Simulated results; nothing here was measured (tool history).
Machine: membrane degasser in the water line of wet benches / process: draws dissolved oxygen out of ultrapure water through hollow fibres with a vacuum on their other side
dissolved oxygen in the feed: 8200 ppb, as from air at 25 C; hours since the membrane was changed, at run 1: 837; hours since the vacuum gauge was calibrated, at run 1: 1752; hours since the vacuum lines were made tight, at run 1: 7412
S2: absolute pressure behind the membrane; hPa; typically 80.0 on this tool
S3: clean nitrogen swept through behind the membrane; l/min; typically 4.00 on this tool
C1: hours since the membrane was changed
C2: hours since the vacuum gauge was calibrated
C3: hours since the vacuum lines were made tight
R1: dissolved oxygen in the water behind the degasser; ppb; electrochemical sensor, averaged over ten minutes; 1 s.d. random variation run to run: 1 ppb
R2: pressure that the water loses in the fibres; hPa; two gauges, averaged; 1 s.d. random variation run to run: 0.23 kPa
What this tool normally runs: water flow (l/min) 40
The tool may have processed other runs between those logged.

Run 1, hour 0.0: usual settings; C1 837; C2 1752; C3 7412. Result: R1 135.7 ppb, R2 601.8 hPa.
Run 2, hour 28.9: usual settings; C1 866; C2 1781; C3 7441. Result: R1 136.3 ppb, R2 603.9 hPa.
Run 3, hour 58.9: usual settings; C1 896; C2 1811; C3 7471. Result: R1 133.7 ppb, R2 600.0 hPa.
Run 4, hour 82.1: usual settings; C1 919; C2 1834; C3 7494. Result: R1 134.8 ppb, R2 601.9 hPa.
Run 5, hour 114.6: usual settings; C1 952; C2 1866; C3 7527. Result: R1 135.0 ppb, R2 599.6 hPa.
Run 6, hour 155.7: usual settings; C1 993; C2 1908; C3 7568. Result: R1 134.0 ppb, R2 602.1 hPa.
Run 7, hour 185.3: usual settings; C1 1023; C2 1937; C3 7597. Result: R1 132.5 ppb, R2 602.5 hPa.
Run 8, hour 230.6: usual settings; C1 1068; C2 1982; C3 7643. Result: R1 134.5 ppb, R2 600.7 hPa.
Run 9, hour 274.3: usual settings; C1 1112; C2 2026; C3 7686. Result: R1 133.4 ppb, R2 600.7 hPa.
Run 10, hour 307.3: usual settings but water flow (l/min) 30; C1 1145; C2 2059; C3 7719. Result: R1 90.9 ppb, R2 453.0 hPa.
Run 11, hour 341.2: usual settings but water flow (l/min) 28; C1 1179; C2 2093; C3 7753. Result: R1 85.6 ppb, R2 421.4 hPa.
Run 12, hour 360.5: usual settings but water flow (l/min) 28; C1 1198; C2 2112; C3 7773. Result: R1 85.7 ppb, R2 419.1 hPa.
Run 13, hour 391.3: usual settings but water flow (l/min) 28; C1 1229; C2 2143; C3 7803. Result: R1 85.8 ppb, R2 423.0 hPa.
Run 14, hour 433.6: usual settings but water flow (l/min) 28; C1 1271; C2 2185; C3 7846. Result: R1 85.7 ppb, R2 426.1 hPa.
Run 15, hour 457.7: usual settings but water flow (l/min) 28, S3 8.78 l/min; C1 1295; C2 2210; C3 7870. Result: R1 41.8 ppb, R2 421.7 hPa.
Run 16, hour 478.0: usual settings but water flow (l/min) 28, S3 8.78 l/min; C1 1315; C2 2230; C3 7890. Result: R1 41.8 ppb, R2 420.7 hPa.
Run 17, hour 513.7: usual settings but water flow (l/min) 28, S3 8.78 l/min; C1 1351; C2 2266; C3 7926. Result: R1 42.0 ppb, R2 419.2 hPa.
Run 18, hour 557.9: usual settings but water flow (l/min) 28, S3 8.78 l/min; C1 1395; C2 2310; C3 7970. Result: R1 41.9 ppb, R2 422.1 hPa.
Run 19, hour 587.3: usual settings but S2 50.8 hPa; C1 1425; C2 2339; C3 7999. Result: R1 66.9 ppb, R2 601.1 hPa.
Run 20, hour 607.6: usual settings but water flow (l/min) 47, S2 139.5 hPa, S3 11.59 l/min; C1 1445; C2 2359; C3 8020. Result: R1 146.2 ppb, R2 704.7 hPa.
Run 21, hour 646.2: usual settings but water flow (l/min) 54, S2 146.1 hPa, S3 2.63 l/min; C1 1484; C2 2398; C3 8058. Result: R1 570.8 ppb, R2 812.3 hPa.
Run 22, hour 685.5: usual settings but water flow (l/min) 29; C1 1523; C2 2437; C3 8098. Result: R1 87.6 ppb, R2 437.6 hPa.

Expected results for the next run?
Run 23, hour 713.1: usual settings but S2 75.9 hPa; C1 1550; C2 2465; C3 8125. Result: R1 ?, R2 ?.

Run 23 measured R1 126.2 ppb, R2 605.6 hPa.
If the tool had no hidden condition, the same run with the same run-to-run variation would have returned R1 122.7 ppb, R2 603.1 hPa.

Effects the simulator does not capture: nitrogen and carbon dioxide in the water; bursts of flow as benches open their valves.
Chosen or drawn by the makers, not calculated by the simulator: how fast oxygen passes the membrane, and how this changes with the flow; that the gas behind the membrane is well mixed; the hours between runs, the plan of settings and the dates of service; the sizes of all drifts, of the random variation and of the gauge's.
